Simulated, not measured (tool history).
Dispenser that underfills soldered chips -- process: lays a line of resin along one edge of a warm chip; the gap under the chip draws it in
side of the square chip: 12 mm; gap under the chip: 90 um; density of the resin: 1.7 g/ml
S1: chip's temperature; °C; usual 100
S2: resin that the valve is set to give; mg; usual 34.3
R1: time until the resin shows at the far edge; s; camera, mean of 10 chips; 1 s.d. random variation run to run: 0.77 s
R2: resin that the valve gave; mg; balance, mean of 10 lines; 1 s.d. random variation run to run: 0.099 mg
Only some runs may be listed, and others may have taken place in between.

| run | hour | S1 | S2 | R1 | R2 |
|---|---|---|---|---|---|
| 1 | 0 | 100 | 34.3 | 87.8 | 33.46 |
|  | 7.9 | new syringe of resin |
| 2 | 9.7 | 88 | 34.3 | 140.1 | 33.38 |
| 3 | 16.8 | 88 | 34.3 | 218.6 | 33.24 |
|  | 19.4 | new syringe of resin |
|  | 31 | new syringe of resin |
| 4 | 31 | 88 | 34.3 | 127.4 | 32.91 |
|  | 42.9 | new syringe of resin |
| 5 | 44.6 | 100 | 34.3 | 78.9 | 32.73 |
|  | 48.5 | dispensing valve cleaned and set on the balance |
| 6 | 52.5 | 100 | 34.3 | 125.7 | 34.29 |
|  | 55.1 | new syringe of resin |
| 7 | 60.4 | 100 | 34.3 | 101.2 | 34.19 |
|  | 66.5 | new syringe of resin |
| 8 | 74.8 | 100 | 34.3 | 125.2 | 33.97 |
|  | 78.2 | new syringe of resin |
| 9 | 88.7 | 100 | 41.8 | 137.8 | 40.97 |
|  | 89.6 | new syringe of resin |
| 10 | 96.6 | 100 | 35.3 | 111.4 | 34.63 |
|  | 101.3 | new syringe of resin |
| 11 | 106.6 | 100 | 35.3 | 99.2 | 34.46 |
|  | 113.3 | new syringe of resin |
| 12 | 116 | 99 | 35.3 | 91.1 | 34.26 |
|  | 125 | new syringe of resin |
| 13 | 130.8 | 100 | 34.3 | 106.5 | 33.16 |
|  | 136.4 | new syringe of resin |
| 14 | 143.1 | 109 | 34.3 | 75.7 | 32.88 |
|  | 147.7 | dispensing valve cleaned and set on the balance |
|  | 148.9 | new syringe of resin |
| 15 | 151.8 | 109 | 34.3 | 58.2 | 34.18 |
| 16 | 159.2 | 100 | 34.3 | 141.5 | 34.12 |
|  | 160.7 | new syringe of resin |
| 17 | 165.7 | 100 | 34.3 | 105 | 34.03 |
|  | 171.8 | new syringe of resin |
| 18 | 174.3 | 85 | 39.6 | 169.7 | 39.16 |
|  | 183.4 | new syringe of resin |
| 19 | 186.4 | 85 | 32.4 | 180 | 32.07 |
|  | 194.5 | new syringe of resin |
| 20 | 200.4 | 95 | 41.4 | 137.2 | 40.45 |
|  | 206.3 | new syringe of resin |
| 21 | 207.1 | 99 | 40.7 | 77.9 | 39.64 |
|  | 217.8 | new syringe of resin |
| 22 | 219.2 | 104 | 41.2 | 68.2 | 40.09 |
| 23 | 227.6 | 90 | 42.2 | 211.8 | 40.74 |
|  | 229.9 | new syringe of resin |
| 24 | 236.5 | 90 | 42.2 | 174.4 | 40.53 |
|  | 241.1 | new syringe of resin |
| 25 | 244.3 | 86 | 34.3 | 176 | 32.89 |
|  | 246.6 | dispensing valve cleaned and set on the balance |
|  | 253.3 | new syringe of resin |
| 26 | 257.6 | 86 | 34.3 | 189.6 | 34.34 |
|  | 265.2 | new syringe of resin |
| 27 | 267.5 | 86 | 34.3 | 170.7 | 33.77 |
|  | 276.7 | new syringe of resin |
| 28 | 280.8 | 91 | 33.9 | 147.3 | 33.3 |
|  | 287.8 | new syringe of resin |
| 29 | 290.6 | 94 | 41.7 | 115.5 | 40.8 |
|  | 300 | new syringe of resin |
| 30 | 305.1 | 94 | 41.7 | 136.3 | 40.63 |
|  | 311.3 | new syringe of resin |
| 31 | 316.4 | 88 | 35.9 | 183.8 | 34.98 |
|  | 322.8 | new syringe of resin |
| 32 | 324.9 | 91 | 29.4 | 133.7 | 28.12 |
|  | 333.8 | new syringe of resin |
| 33 | 335.4 | 101 | 34.3 | 81.1 | 32.89 |

Below are 4 alternative next runs, each starting from the tool's condition after run 33. Predict each:
|  | 344.8 | new syringe of resin |
|  | 345.8 | dispensing valve cleaned and set on the balance |
| A | 350.1 | 100 | 36.9 | ? | ? |
|  | 344.8 | new syringe of resin |
|  | 345.8 | dispensing valve cleaned and set on the balance |
| B | 350.1 | 100 | 37.5 | ? | ? |
|  | 344.8 | new syringe of resin |
|  | 345.8 | dispensing valve cleaned and set on the balance |
| C | 350.1 | 96 | 34.3 | ? | ? |
|  | 344.8 | new syringe of resin |
|  | 345.8 | dispensing valve cleaned and set on the balance |
| D | 350.1 | 97 | 34.3 | ? | ? |

| run | R1 | R2 |
|---|---|---|
| A | 98.4 | 36.81 |
| B | 98.8 | 37.33 |
| C | 117.6 | 34.13 |
| D | 110.7 | 34.17 |
What these runs would have given with no unlogged condition in the tool:
| run | R1 | R2 |
|---|---|---|
| A | 71.4 | 36.9 |
| B | 71.7 | 37.42 |
| C | 85.4 | 34.21 |
| D | 80.3 | 34.25 |
